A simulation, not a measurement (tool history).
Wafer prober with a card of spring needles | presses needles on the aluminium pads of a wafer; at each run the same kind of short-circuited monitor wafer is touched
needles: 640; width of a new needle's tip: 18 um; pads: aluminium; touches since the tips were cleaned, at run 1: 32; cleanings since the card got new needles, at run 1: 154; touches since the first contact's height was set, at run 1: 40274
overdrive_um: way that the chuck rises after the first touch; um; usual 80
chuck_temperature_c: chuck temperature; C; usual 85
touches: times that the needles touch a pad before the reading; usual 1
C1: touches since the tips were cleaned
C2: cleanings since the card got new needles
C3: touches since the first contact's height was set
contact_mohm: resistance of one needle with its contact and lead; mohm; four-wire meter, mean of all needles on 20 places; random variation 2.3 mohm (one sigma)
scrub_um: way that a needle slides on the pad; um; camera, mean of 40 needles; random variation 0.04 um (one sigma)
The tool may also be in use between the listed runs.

Run 1, hour 0: usual settings; C1 32; C2 154; C3 40274. Result: contact_mohm 257 mohm, scrub_um 12.88 um.
At hour 7: tips cleaned on abrasive film.
At hour 15.7: tips cleaned on abrasive film.
At hour 24.1: tips cleaned on abrasive film.
Run 2, hour 25.5: usual settings but overdrive_um 75 um; C1 727; C2 157; C3 53088. Result: contact_mohm 270 mohm, scrub_um 12.04 um.
At hour 32: tips cleaned on abrasive film.
At hour 40.4: tips cleaned on abrasive film.
At hour 49.1: tips cleaned on abrasive film.
Run 3, hour 51.4: usual settings but overdrive_um 75 um; C1 1165; C2 160; C3 66058. Result: contact_mohm 275 mohm, scrub_um 11.98 um.
At hour 54.9: tips cleaned on abrasive film, once more.
At hour 63.2: tips cleaned on abrasive film.
Run 4, hour 66.7: usual settings but overdrive_um 75 um; C1 1792; C2 162; C3 73735. Result: contact_mohm 280 mohm, scrub_um 12 um.
At hour 70.2: tips cleaned on abrasive film.
At hour 78.6: tips cleaned on abrasive film.
At hour 87.3: tips cleaned on abrasive film.
At hour 91: height of the first contact set anew.
At hour 96.3: tips cleaned on abrasive film.
Run 5, hour 99.5: usual settings but overdrive_um 75 um; C1 1627; C2 166; C3 4252. Result: contact_mohm 279 mohm, scrub_um 12.2 um.
At hour 104.8: tips cleaned on abrasive film.
At hour 113.5: tips cleaned on abrasive film.
Run 6, hour 119.6: usual settings but overdrive_um 75 um; C1 3120; C2 168; C3 14370. Result: contact_mohm 294 mohm, scrub_um 12.15 um.
At hour 121.5: tips cleaned on abrasive film.
At hour 130.1: tips cleaned on abrasive film.
Run 7, hour 134.5: usual settings but overdrive_um 75 um; C1 2235; C2 170; C3 21818. Result: contact_mohm 284 mohm, scrub_um 12.17 um.
At hour 138: tips cleaned on abrasive film.
At hour 150: card fitted with new needles.
At hour 158.5: tips cleaned on abrasive film.
At hour 166.8: tips cleaned on abrasive film.
Run 8, hour 168.9: usual settings; C1 1078; C2 2; C3 9488. Result: contact_mohm 261 mohm, scrub_um 12.97 um.
At hour 174.2: tips cleaned on abrasive film.
At hour 182.2: tips cleaned on abrasive film.
At hour 190.7: tips cleaned on abrasive film.
At hour 199.1: tips cleaned on abrasive film.
Run 9, hour 200.1: usual settings; C1 510; C2 6; C3 25121. Result: contact_mohm 258 mohm, scrub_um 12.96 um.
At hour 206.5: tips cleaned on abrasive film.
At hour 215.3: tips cleaned on abrasive film.
At hour 223.6: tips cleaned on abrasive film.
Run 10, hour 230: usual settings but touches 2; C1 3262; C2 9; C3 40171. Result: contact_mohm 266 mohm, scrub_um 12.9 um.
At hour 231.9: tips cleaned on abrasive film.
At hour 238.9: tips cleaned on abrasive film.
At hour 247.3: tips cleaned on abrasive film.
At hour 255.9: tips cleaned on abrasive film.
Run 11, hour 259.8: usual settings but touches 3; C1 1996; C2 13; C3 55073. Result: contact_mohm 262 mohm, scrub_um 12.86 um.
At hour 263.3: tips cleaned on abrasive film.
At hour 272: tips cleaned on abrasive film.
Run 12, hour 278.4: usual settings but touches 3; C1 3247; C2 15; C3 64447. Result: contact_mohm 263 mohm, scrub_um 12.9 um.
At hour 280.3: tips cleaned on abrasive film.
At hour 288.8: tips cleaned on abrasive film.
At hour 297.1: tips cleaned on abrasive film.
At hour 304.3: tips cleaned on abrasive film.
Run 13, hour 304.3: usual settings but touches 3; C1 0; C2 19; C3 77383. Result: contact_mohm 255 mohm, scrub_um 12.8 um.
At hour 312.1: tips cleaned on abrasive film.
At hour 320.3: tips cleaned on abrasive film.
At hour 320.6: height of the first contact set anew.
At hour 329.3: tips cleaned on abrasive film.
Run 14, hour 329.5: usual settings but overdrive_um 77 um; C1 105; C2 22; C3 4479. Result: contact_mohm 258 mohm, scrub_um 12.56 um.
At hour 337.6: tips cleaned on abrasive film.
At hour 346: tips cleaned on abrasive film.
Run 15, hour 348.8: usual settings but overdrive_um 77 um; C1 1440; C2 24; C3 14164. Result: contact_mohm 271 mohm, scrub_um 12.54 um.
At hour 353.7: tips cleaned on abrasive film.
At hour 362: tips cleaned on abrasive film.
At hour 370.6: tips cleaned on abrasive film.
At hour 379: tips cleaned on abrasive film.
Run 16, hour 380.8: usual settings but overdrive_um 77 um, chuck_temperature_c 49 C, touches 2; C1 946; C2 28; C3 30228. Result: contact_mohm 254 mohm, scrub_um 12.52 um.
At hour 386: tips cleaned on abrasive film.
At hour 394.7: tips cleaned on abrasive film.
Run 17, hour 400.1: usual settings but overdrive_um 77 um, chuck_temperature_c 49 C, touches 2; C1 2732; C2 30; C3 39921. Result: contact_mohm 259 mohm, scrub_um 12.49 um.
At hour 401.9: tips cleaned on abrasive film.
At hour 410.6: tips cleaned on abrasive film.
At hour 417.6: tips cleaned on abrasive film.
At hour 426.2: tips cleaned on abrasive film.
Run 18, hour 430: usual settings but chuck_temperature_c 95 C; C1 1930; C2 34; C3 54919. Result: contact_mohm 271 mohm, scrub_um 12.88 um.
At hour 433.6: tips cleaned on abrasive film.
At hour 442: tips cleaned on abrasive film.
At hour 449: tips cleaned on abrasive film.
At hour 457.4: tips cleaned on abrasive film.
Run 19, hour 462.9: usual settings but overdrive_um 89 um, chuck_temperature_c 40 C; C1 2821; C2 38; C3 71431. Result: contact_mohm 260 mohm, scrub_um 14.32 um.
At hour 464.8: tips cleaned on abrasive film.
At hour 473.2: tips cleaned on abrasive film.
At hour 481.3: tips cleaned on abrasive film.
At hour 490: tips cleaned on abrasive film.
At hour 492: height of the first contact set anew.
Run 20, hour 496.7: usual settings but chuck_temperature_c 29 C, touches 2; C1 3268; C2 42; C3 2394. Result: contact_mohm 253 mohm, scrub_um 13.13 um.
At hour 498.2: tips cleaned on abrasive film.
At hour 506.6: tips cleaned on abrasive film.
At hour 514.9: tips cleaned on abrasive film.
At hour 523.3: tips cleaned on abrasive film.
Run 21, hour 525.2: usual settings but touches 2; C1 965; C2 46; C3 16643. Result: contact_mohm 260 mohm, scrub_um 13.01 um.
At hour 531.5: tips cleaned on abrasive film.
At hour 539.6: tips cleaned on abrasive film.
Run 22, hour 543: usual settings but overdrive_um 63 um, touches 2; C1 1710; C2 48; C3 25597. Result: contact_mohm 270 mohm, scrub_um 10.21 um.
At hour 548.2: tips cleaned on abrasive film.
At hour 556.9: tips cleaned on abrasive film.
At hour 563.9: tips cleaned on abrasive film.
Run 23, hour 569.7: usual settings but overdrive_um 68 um, chuck_temperature_c 58 C, touches 3; C1 2964; C2 51; C3 39008. Result: contact_mohm 260 mohm, scrub_um 10.98 um.
At hour 571.5: tips cleaned on abrasive film.
At hour 580.1: tips cleaned on abrasive film.
At hour 588.8: tips cleaned on abrasive film.
Run 24, hour 588.9: usual settings; C1 55; C2 54; C3 48607. Result: contact_mohm 258 mohm, scrub_um 12.89 um.
At hour 597.1: tips cleaned on abrasive film.
At hour 604.1: tips cleaned on abrasive film.
At hour 612.8: tips cleaned on abrasive film.
Run 25, hour 613.9: usual settings but overdrive_um 65 um, chuck_temperature_c 26 C, touches 3; C1 580; C2 57; C3 61174. Result: contact_mohm 246 mohm, scrub_um 10.37 um.
At hour 620.5: tips cleaned on abrasive film.
At hour 629.1: tips cleaned on abrasive film.
At hour 637.5: tips cleaned on abrasive film.
At hour 645.2: tips cleaned on abrasive film.
Run 26, hour 645.2: usual settings but overdrive_um 65 um, chuck_temperature_c 26 C, touches 3; C1 0; C2 61; C3 76845. Result: contact_mohm 241 mohm, scrub_um 10.28 um.
At hour 653.6: tips cleaned on abrasive film.
At hour 662.1: tips cleaned on abrasive film.
At hour 662.4: height of the first contact set anew.
Run 27, hour 664.3: usual settings but overdrive_um 61 um, chuck_temperature_c 29 C; C1 983; C2 63; C3 983. Result: contact_mohm 267 mohm, scrub_um 9.93 um.
At hour 669.6: tips cleaned on abrasive film.
At hour 678: tips cleaned on abrasive film.
Run 28, hour 679.4: usual settings but overdrive_um 72 um, chuck_temperature_c 31 C, touches 3; C1 685; C2 65; C3 8515. Result: contact_mohm 249 mohm, scrub_um 11.76 um.

3 ways to go on from here, each from the tool as it stands after run 28. What would each give?
At hour 686.3: tips cleaned on abrasive film.
Run A, hour 693.1: usual settings but overdrive_um 70 um, chuck_temperature_c 45 C; C1 3427; C2 66; C3 15441. Result: contact_mohm ?, scrub_um ?.
At hour 686.3: tips cleaned on abrasive film.
Run B, hour 693.1: usual settings but overdrive_um 67 um, chuck_temperature_c 40 C, touches 3; C1 3427; C2 66; C3 15441. Result: contact_mohm ?, scrub_um ?.
At hour 686.3: tips cleaned on abrasive film.
Run C, hour 693.1: usual settings but overdrive_um 67 um; C1 3427; C2 66; C3 15441. Result: contact_mohm ?, scrub_um ?.

run  contact_mohm  scrub_um
  A           272     11.39
  B           260     10.89
  C           288      10.9
What these runs would have given with no unlogged condition in the tool:
run  contact_mohm  scrub_um
  A           241     11.43
  B           247     10.93
  C           257     10.93
